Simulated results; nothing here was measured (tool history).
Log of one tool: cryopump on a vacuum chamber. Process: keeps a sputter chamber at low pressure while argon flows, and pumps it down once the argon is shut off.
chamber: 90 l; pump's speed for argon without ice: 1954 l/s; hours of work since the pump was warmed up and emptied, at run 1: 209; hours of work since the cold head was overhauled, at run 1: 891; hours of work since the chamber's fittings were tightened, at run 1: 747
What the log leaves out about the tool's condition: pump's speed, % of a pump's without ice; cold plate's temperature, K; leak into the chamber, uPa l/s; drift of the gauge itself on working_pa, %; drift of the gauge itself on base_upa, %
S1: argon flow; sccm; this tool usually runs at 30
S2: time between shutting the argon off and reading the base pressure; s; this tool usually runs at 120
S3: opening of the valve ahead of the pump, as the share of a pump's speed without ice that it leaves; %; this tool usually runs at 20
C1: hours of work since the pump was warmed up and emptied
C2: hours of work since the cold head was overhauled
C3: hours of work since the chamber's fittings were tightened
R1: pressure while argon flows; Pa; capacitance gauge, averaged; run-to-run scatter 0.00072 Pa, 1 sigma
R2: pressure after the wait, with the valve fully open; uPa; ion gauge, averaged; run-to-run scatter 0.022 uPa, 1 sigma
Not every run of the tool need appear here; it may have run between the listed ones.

{"run": 1, "hour": 0.0, "S1": 30, "S2": 120, "S3": 20, "C1": 209, "C2": 891, "C3": 747, "R1": 0.1329, "R2": 1.55}
{"run": 2, "hour": 14.9, "S1": 30, "S2": 120, "S3": 42, "C1": 221, "C2": 903, "C3": 759, "R1": 0.0652, "R2": 1.47}
{"run": 3, "hour": 33.0, "S1": 30, "S2": 120, "S3": 42, "C1": 236, "C2": 918, "C3": 774, "R1": 0.0658, "R2": 1.52}
{"run": 4, "hour": 49.8, "S1": 30, "S2": 120, "S3": 49, "C1": 250, "C2": 932, "C3": 788, "R1": 0.0562, "R2": 1.47}
{"run": 5, "hour": 72.7, "S1": 30, "S2": 120, "S3": 20, "C1": 269, "C2": 951, "C3": 807, "R1": 0.1341, "R2": 1.61}
{"run": 6, "hour": 94.1, "S1": 14, "S2": 120, "S3": 20, "C1": 287, "C2": 969, "C3": 825, "R1": 0.0614, "R2": 1.61}
{"run": 7, "hour": 120.2, "S1": 30, "S2": 120, "S3": 23, "C1": 309, "C2": 991, "C3": 847, "R1": 0.1181, "R2": 1.67}
{"run": 8, "hour": 142.1, "S1": 30, "S2": 213, "S3": 23, "C1": 327, "C2": 1009, "C3": 865, "R1": 0.1175, "R2": 1.5}
{"hour": 156.4, "done": "pump warmed up, emptied and cooled again"}
{"run": 9, "hour": 164.8, "S1": 30, "S2": 120, "S3": 58, "C1": 7, "C2": 1024, "C3": 879, "R1": 0.0461, "R2": 1.52}
{"run": 10, "hour": 185.0, "S1": 30, "S2": 120, "S3": 20, "C1": 24, "C2": 1040, "C3": 896, "R1": 0.1302, "R2": 1.56}
{"run": 11, "hour": 199.6, "S1": 30, "S2": 120, "S3": 20, "C1": 36, "C2": 1053, "C3": 908, "R1": 0.1313, "R2": 1.49}
{"run": 12, "hour": 225.3, "S1": 30, "S2": 120, "S3": 20, "C1": 57, "C2": 1074, "C3": 930, "R1": 0.13, "R2": 1.62}
{"run": 13, "hour": 245.7, "S1": 30, "S2": 120, "S3": 20, "C1": 74, "C2": 1091, "C3": 947, "R1": 0.1311, "R2": 1.6}
{"run": 14, "hour": 265.1, "S1": 30, "S2": 120, "S3": 20, "C1": 90, "C2": 1107, "C3": 963, "R1": 0.1298, "R2": 1.65}
{"run": 15, "hour": 288.7, "S1": 30, "S2": 120, "S3": 20, "C1": 110, "C2": 1127, "C3": 982, "R1": 0.133, "R2": 1.63}
{"run": 16, "hour": 304.5, "S1": 14, "S2": 120, "S3": 20, "C1": 123, "C2": 1140, "C3": 995, "R1": 0.0609, "R2": 1.68}
{"run": 17, "hour": 325.0, "S1": 14, "S2": 120, "S3": 20, "C1": 140, "C2": 1157, "C3": 1012, "R1": 0.0625, "R2": 1.78}
{"run": 18, "hour": 344.3, "S1": 45, "S2": 296, "S3": 20, "C1": 156, "C2": 1173, "C3": 1029, "R1": 0.1994, "R2": 1.53}
{"run": 19, "hour": 375.1, "S1": 47, "S2": 296, "S3": 24, "C1": 182, "C2": 1198, "C3": 1054, "R1": 0.1734, "R2": 1.59}
{"run": 20, "hour": 394.8, "S1": 39, "S2": 20, "S3": 15, "C1": 198, "C2": 1215, "C3": 1071, "R1": 0.2285, "R2": 4.16}
{"run": 21, "hour": 411.1, "S1": 15, "S2": 36, "S3": 19, "C1": 212, "C2": 1228, "C3": 1084, "R1": 0.0692, "R2": 2.95}
{"run": 22, "hour": 427.2, "S1": 30, "S2": 218, "S3": 44, "C1": 225, "C2": 1242, "C3": 1097, "R1": 0.0623, "R2": 1.67}

Run 23 comes next. What will it give?
{"run": 23, "hour": 441.3, "S1": 18, "S2": 218, "S3": 44, "C1": 237, "C2": 1253, "C3": 1109, "R1": "?", "R2": "?"}

{"run 23": {"R1": 0.0381, "R2": 1.7}}
With no hidden state in the tool, this same run would have given R1 0.0358 Pa, R2 0.42 uPa.
